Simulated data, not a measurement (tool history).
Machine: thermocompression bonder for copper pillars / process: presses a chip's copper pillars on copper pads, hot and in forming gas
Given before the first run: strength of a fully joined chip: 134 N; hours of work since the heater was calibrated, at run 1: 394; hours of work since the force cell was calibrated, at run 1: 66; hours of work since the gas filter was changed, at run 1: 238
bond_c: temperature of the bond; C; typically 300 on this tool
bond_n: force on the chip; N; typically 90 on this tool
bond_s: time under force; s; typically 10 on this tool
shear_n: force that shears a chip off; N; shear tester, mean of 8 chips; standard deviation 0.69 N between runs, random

run	day	bond_c	bond_n	bond_s	hours of work since the heater was calibrated	hours of work since the force cell was calibrated	hours of work since the gas filter was changed	shear_n
1	0.000	300	90	10	394	66	238	47.3
2	0.358	300	90	10	398	71	242	47.4
3	0.517	300	90	9	400	72	244	45.0
4	0.717	300	90	9	402	75	246	45.0
5	0.975	300	90	19	405	78	249	60.3
6	1.225	300	90	19	408	81	252	59.2
7	1.562	300	90	10	412	84	256	46.7
8	1.738	302	90	10	414	86	258	46.4
9	1.908	302	90	10	416	88	260	48.0
10	2.279	302	90	10	420	93	264	47.2
11	2.608	302	90	10	424	96	268	47.5
12	2.842	282	90	11	426	99	271	40.6
13	3.062	282	90	11	429	102	273	40.5
14	3.229	282	90	11	431	104	275	40.8
15	3.542	282	90	11	434	107	279	41.4
16	3.762	282	90	11	437	110	281	40.8
17	3.929	315	55	10	439	112	283	36.1

4 options for the next run, each taken on its own from the tool as it stands now. Forecast them:
A	4.238	300	67	12	442	115	287	?
B	4.238	327	65	10	442	115	287	?
C	4.238	315	93	10	442	115	287	?
D	4.238	315	54	10	442	115	287	?

run	shear_n
A	39.0
B	47.3
C	56.9
D	35.0
What these runs would have given with no unlogged condition in the tool:
run	shear_n
A	39.1
B	47.4
C	57.1
D	35.1

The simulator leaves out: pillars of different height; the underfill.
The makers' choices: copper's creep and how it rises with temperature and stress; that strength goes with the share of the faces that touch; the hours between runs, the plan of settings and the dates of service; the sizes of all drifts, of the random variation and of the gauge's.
